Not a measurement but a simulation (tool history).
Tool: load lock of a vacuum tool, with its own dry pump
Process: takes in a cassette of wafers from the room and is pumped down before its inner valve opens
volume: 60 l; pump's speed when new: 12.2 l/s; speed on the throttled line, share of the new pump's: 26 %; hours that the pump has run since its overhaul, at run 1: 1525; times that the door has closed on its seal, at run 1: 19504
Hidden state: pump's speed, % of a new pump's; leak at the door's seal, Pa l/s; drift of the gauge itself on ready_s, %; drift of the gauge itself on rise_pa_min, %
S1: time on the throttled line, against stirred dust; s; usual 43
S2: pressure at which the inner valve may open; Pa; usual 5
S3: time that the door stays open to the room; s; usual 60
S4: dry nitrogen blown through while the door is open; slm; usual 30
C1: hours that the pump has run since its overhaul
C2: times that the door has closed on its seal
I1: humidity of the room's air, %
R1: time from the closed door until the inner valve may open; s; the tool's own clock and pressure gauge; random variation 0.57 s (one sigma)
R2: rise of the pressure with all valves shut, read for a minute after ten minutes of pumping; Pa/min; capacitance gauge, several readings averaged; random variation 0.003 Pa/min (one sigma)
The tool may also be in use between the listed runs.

run    hour  S1  S2   S3  S4    C1     C2    I1     R1     R2
  1       0  43   5   60  30  1525  19504  42.4   82.4  0.069
  2    64.6  43   5   60  30  1589  19812  44.6     83  0.077
  3   145.4  43   5   60  30  1670  20196  46.2   82.6  0.076
  4   215.5  43   5   60  30  1740  20530  45.1   82.5  0.073
  5   326.1  43   5   60   8  1851  21057  45.2   83.4  0.085
  6   371.9  43   5   60   8  1897  21276  42.7   82.3  0.088
  7   436.8  43   5  166  30  1962  21585  46.3   82.2  0.097
  8   490.1  41   5   60  30  2015  21839  45.6   80.7  0.079
  9     548  41   5   60  30  2073  22115  41.7   81.1  0.075
 10   634.4  41   5   60  30  2159  22526    46   81.7   0.08
 11     702  41   5   60  30  2227  22848  46.6   81.8  0.081
 12   801.6  41   5   60  30  2326  23323  47.4     81  0.082
 13   852.3  40   5   60  30  2377  23565  43.4   81.7  0.085
 14   943.7  40   5   60  30  2469  24000  46.1   81.7  0.086
 15  1010.2  40   5   60  30  2535  24317  41.9   81.1  0.085
 16  1102.5  40   5   60  30  2627  24756  47.2   80.4  0.084
 17    1162  40   5   60  30  2687  25040  47.3     81  0.092
 18  1227.6  40   5   60  30  2752  25352  45.9   80.4  0.093
 19    1315  43   5   60  30  2840  25768  45.6   83.3   0.09
 20    1377  84   5   26   4  2902  26064  45.3  112.8  0.102
 21  1452.8  84   5  123  12  2978  26425  44.3  113.7  0.118
 22  1508.7  43   5   60   5  3034  26691  46.5   84.3  0.118
 23  1601.8  43   4   37   5  3127  27135  45.8   84.1  0.111
 24  1660.4  43   4   73  11  3185  27414  45.3   84.5   0.12
 25  1768.5  43   5  140  30  3293  27929  47.3   83.2  0.117
 26  1859.8  41   9  107  26  3385  28364  44.5   78.2  0.116
 27  1952.3  43   5   67  23  3477  28805  46.2   84.5   0.11
 28  2027.9  43   5   67  23  3553  29165  42.9   84.6  0.109
 29  2135.5  55   5   60  15  3660  29677  43.2   91.1  0.122
 30  2235.3  71   9   60  15  3760  30153  43.6  100.5  0.122
 31  2346.9  71   9   60  15  3872  30685  47.8  101.8  0.122
 32  2408.8  51   5   53  30  3934  30979  45.8   90.2  0.118
 33  2508.1  51   5   53  30  4033  31452  41.3   90.3  0.114
 34  2561.2  36   9   53  10  4086  31706  44.6   75.3  0.129
 35  2667.3  36   9  121   6  4192  32211  43.6   76.5  0.165
 36  2735.9  36   9  121   6  4261  32538    46   75.9  0.168
 37    2801  36   6  232  23  4326  32848  45.8   78.8  0.166

Measured less the same run without the tool's hidden state. The same run-to-run variation is in both; the gauge's scatter may not be:
run    R1      R2
  1  +1.1  +0.048
  2  +1.2  +0.049
  3  +1.2  +0.052
  4  +1.3  +0.053
  5  +1.3  +0.056
  6  +1.4  +0.056
  7  +1.4  +0.056
  8  +1.4  +0.057
  9  +1.4   +0.06
 10  +1.5  +0.061
 11  +1.6  +0.061
 12  +1.5  +0.064
 13  +1.7  +0.065
 14  +1.8  +0.067
 15  +1.8  +0.068
 16  +1.9  +0.069
 17  +1.9   +0.07
 18    +2  +0.072
 19    +2  +0.074
 20  +1.5  +0.075
 21  +1.6  +0.077
 22  +2.2  +0.078
 23  +2.3  +0.081
 24  +2.3  +0.082
 25  +2.3  +0.084
 26  +2.1  +0.086
 27  +2.5  +0.089
 28  +2.5  +0.088
 29  +2.2  +0.093
 30  +1.9  +0.093
 31    +2  +0.096
 32  +2.7  +0.099
 33  +2.7  +0.102
 34  +2.7  +0.099
 35  +2.8  +0.106
 36  +2.9  +0.108
 37    +3   +0.11
